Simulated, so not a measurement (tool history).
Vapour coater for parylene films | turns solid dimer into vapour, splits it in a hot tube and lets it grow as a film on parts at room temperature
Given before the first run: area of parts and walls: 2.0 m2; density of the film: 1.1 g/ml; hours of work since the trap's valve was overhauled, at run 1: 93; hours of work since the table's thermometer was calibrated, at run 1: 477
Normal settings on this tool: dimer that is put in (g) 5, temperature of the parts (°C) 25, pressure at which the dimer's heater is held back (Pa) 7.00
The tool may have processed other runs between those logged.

run,hour,dimer that is put in (g),temperature of the parts (°C),pressure at which the dimer's heater is held back (Pa),hours of work since the trap's valve was overhauled,hours of work since the table's thermometer was calibrated,thickness of the film (um)
1,0.0,5,25,7.00,93,477,1.17
2,10.2,5,25,7.00,100,484,1.18
3,22.6,5,25,3.11,109,493,1.25
4,31.8,5,25,3.11,115,500,1.26
5,45.1,5,25,3.11,125,509,1.25
6,63.1,5,25,3.11,137,521,1.26
7,84.2,5,26,7.00,152,536,1.13
8,106.2,5,26,7.00,167,551,1.13
9,126.3,7,21,2.00,181,565,2.05
10,146.4,5,18,7.00,195,579,1.40
11,157.3,3,21,7.00,203,587,0.76

Consider 3 possible next runs. They are alternatives, not a sequence: every one starts from the tool as it was left by run 11. What does each give?
A,178.0,4,21,10.63,217,601,?
B,178.0,5,21,2.96,217,601,?
C,178.0,5,22,5.41,217,601,?

run,thickness of the film (um)
A,0.98
B,1.38
C,1.29
Without the tool's hidden state the same runs would have given:
run,thickness of the film (um)
A,1.00
B,1.42
C,1.33
